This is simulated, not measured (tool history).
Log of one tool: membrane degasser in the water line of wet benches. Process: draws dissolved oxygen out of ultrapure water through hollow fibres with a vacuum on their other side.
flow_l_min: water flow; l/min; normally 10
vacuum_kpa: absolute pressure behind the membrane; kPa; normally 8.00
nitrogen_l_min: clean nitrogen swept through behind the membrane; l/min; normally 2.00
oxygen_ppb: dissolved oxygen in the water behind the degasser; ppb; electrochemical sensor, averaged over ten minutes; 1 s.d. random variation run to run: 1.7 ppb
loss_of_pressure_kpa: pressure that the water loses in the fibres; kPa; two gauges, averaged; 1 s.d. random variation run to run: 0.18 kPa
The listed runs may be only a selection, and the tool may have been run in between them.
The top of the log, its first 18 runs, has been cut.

run     day  flow_l_min  vacuum_kpa  nitrogen_l_min  oxygen_ppb  loss_of_pressure_kpa
 19  36.217          10       17.52            2.00       286.6                 32.19
 20  37.375          10        6.66            1.09       192.7                 32.24
 21  39.496          10        6.66            1.12       188.9                 32.12
 22  41.033          15        8.00            1.43       371.8                 48.22
 23  43.512          15        8.00            1.43       365.2                 47.86
 24  45.142           6       12.45            2.72        85.4                 19.42
 25  47.742          10       10.41            2.00       204.7                 32.17
 26  49.575           7        7.88            2.35        85.8                 22.69
 27  50.817           7        6.57            1.99        82.5                 22.26
 28  52.333          10       19.45            2.65       265.3                 32.31
 29  53.958          12        6.97            2.10       225.6                 38.56
 30  55.196          12        6.97            2.10       224.1                 38.96
 31  57.992          12        6.97            2.10       221.1                 38.79
 32  59.633           7        8.00            1.21       119.4                 22.53
 33  62.358          10       16.32            1.51       319.6                 31.93

Forecast each of these 3 alternatives for the next run:
  A  65.138          12        5.75            1.51           ?                     ?
  B  65.138          10       16.32            1.09           ?                     ?
  C  65.138          15        9.31            1.98           ?                     ?

run  oxygen_ppb  loss_of_pressure_kpa
  A       224.6                 38.84
  B       398.4                 32.56
  C       369.7                 48.26
Without the tool's unlogged condition, the same runs would have read:
run  oxygen_ppb  loss_of_pressure_kpa
  A       214.1                 38.38
  B       385.5                 32.17
  C       356.1                 47.69

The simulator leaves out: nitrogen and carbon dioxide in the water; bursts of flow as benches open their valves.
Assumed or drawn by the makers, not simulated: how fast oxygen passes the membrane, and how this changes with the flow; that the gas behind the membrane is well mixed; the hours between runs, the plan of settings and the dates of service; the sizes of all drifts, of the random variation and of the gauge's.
